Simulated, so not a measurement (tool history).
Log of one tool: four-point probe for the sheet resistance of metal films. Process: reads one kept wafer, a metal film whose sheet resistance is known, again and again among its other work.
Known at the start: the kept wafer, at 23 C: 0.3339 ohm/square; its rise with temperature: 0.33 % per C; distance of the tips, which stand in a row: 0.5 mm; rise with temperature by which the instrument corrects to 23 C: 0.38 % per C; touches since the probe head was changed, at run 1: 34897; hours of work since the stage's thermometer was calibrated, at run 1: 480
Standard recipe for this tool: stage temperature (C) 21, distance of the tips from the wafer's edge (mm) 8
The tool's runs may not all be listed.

| run | hour | stage temperature (C) | distance of the tips from the wafer's edge (mm) | touches since the probe head was changed | hours of work since the stage's thermometer was calibrated | sheet resistance as the instrument gives it (ohm/square) |
|---|---|---|---|---|---|---|
| 1 | 0 | 21 | 8 | 34897 | 480 | 0.331044 |
| 2 | 27.5 | 21 | 8 | 35720 | 492 | 0.330981 |
| 3 | 50.2 | 28 | 8 | 36401 | 502 | 0.329866 |
| 4 | 62.9 | 28 | 8 | 36781 | 508 | 0.329777 |
| 5 | 79.5 | 28 | 8 | 37278 | 515 | 0.329708 |
| 6 | 102.7 | 29 | 8 | 37972 | 525 | 0.329635 |
| 7 | 130.1 | 34 | 8 | 38793 | 538 | 0.328702 |
| 8 | 161.1 | 21 | 8 | 39720 | 551 | 0.33089 |
| 9 | 179.6 | 21 | 8 | 40274 | 560 | 0.330649 |
| 10 | 209.2 | 21 | 8 | 41158 | 573 | 0.330705 |
| 11 | 230.3 | 21 | 8 | 41791 | 582 | 0.330406 |
| 12 | 259.7 | 21 | 8 | 42671 | 595 | 0.330516 |
| 13 | 279.2 | 31 | 8 | 43255 | 604 | 0.328882 |
| 14 | 308.2 | 31 | 8 | 44124 | 617 | 0.328916 |
| 15 | 330 | 31 | 8 | 44776 | 627 | 0.328927 |
| 16 | 351.9 | 31 | 8 | 45430 | 636 | 0.328979 |
| 17 | 379.6 | 31 | 8 | 46261 | 649 | 0.328693 |
| 18 | 395.1 | 31 | 8 | 46726 | 656 | 0.328865 |
| 19 | 425.7 | 31 | 8 | 47642 | 669 | 0.328798 |
| 20 | 445.6 | 22 | 8 | 48238 | 678 | 0.330129 |
| 21 | 462.3 | 23 | 8 | 48737 | 686 | 0.329932 |
| 22 | 479.4 | 21 | 37 | 49249 | 693 | 0.329538 |
| 23 | 499 | 30 | 7 | 49834 | 702 | 0.32907 |
| 24 | 514.4 | 30 | 5 | 50296 | 709 | 0.329785 |
| 25 | 533.3 | 30 | 5 | 50863 | 717 | 0.329773 |
| 26 | 551.7 | 21 | 6 | 51413 | 725 | 0.33071 |
| 27 | 573.7 | 20 | 67 | 52072 | 735 | 0.329539 |
| 28 | 602.4 | 27 | 13 | 52929 | 748 | 0.328735 |
| 29 | 631.8 | 27 | 13 | 53812 | 761 | 0.328482 |
| 30 | 647.8 | 29 | 38 | 54290 | 768 | 0.328203 |
| 31 | 667.7 | 24 | 40 | 54885 | 777 | 0.328759 |
| 32 | 687.6 | 24 | 40 | 55482 | 786 | 0.328764 |
| 33 | 713.3 | 21 | 53 | 56251 | 797 | 0.329182 |
| 34 | 740.4 | 21 | 53 | 57062 | 809 | 0.329142 |
| 35 | 771.1 | 28 | 7 | 57981 | 823 | 0.329038 |
| 36 | 791.5 | 23 | 5 | 58590 | 832 | 0.330589 |
| 37 | 813.2 | 23 | 5 | 59240 | 842 | 0.330492 |
| 38 | 841.3 | 20 | 73 | 60083 | 854 | 0.329091 |
| 39 | 863 | 23 | 58 | 60731 | 864 | 0.328667 |
|  | 879 | new probe head fitted |
| 40 | 885.7 | 23 | 58 | 199 | 874 | 0.333454 |
| 41 | 914.2 | 29 | 41 | 1053 | 886 | 0.332459 |
| 42 | 939.9 | 23 | 41 | 1822 | 898 | 0.333309 |
| 43 | 963.1 | 23 | 41 | 2518 | 908 | 0.333251 |
| 44 | 992.2 | 32 | 8 | 3388 | 921 | 0.332619 |

5 ways to go on from here, each from the tool as it stands after run 44. What would each give?
| A | 1020.1 | 26 | 8 | 4223 | 933 | ? |
| B | 1020.1 | 19 | 4 | 4223 | 933 | ? |
| C | 1020.1 | 22 | 8 | 4223 | 933 | ? |
| D | 1020.1 | 32 | 26 | 4223 | 933 | ? |
| E | 1020.1 | 20 | 8 | 4223 | 933 | ? |

| run | sheet resistance as the instrument gives it (ohm/square) |
|---|---|
| A | 0.333586 |
| B | 0.336692 |
| C | 0.333993 |
| D | 0.331769 |
| E | 0.334331 |
Take away the tool's hidden state, keep each run's random variation, and the runs would have read:
| run | sheet resistance as the instrument gives it (ohm/square) |
|---|---|
| A | 0.334321 |
| B | 0.337442 |
| C | 0.334733 |
| D | 0.332493 |
| E | 0.335074 |
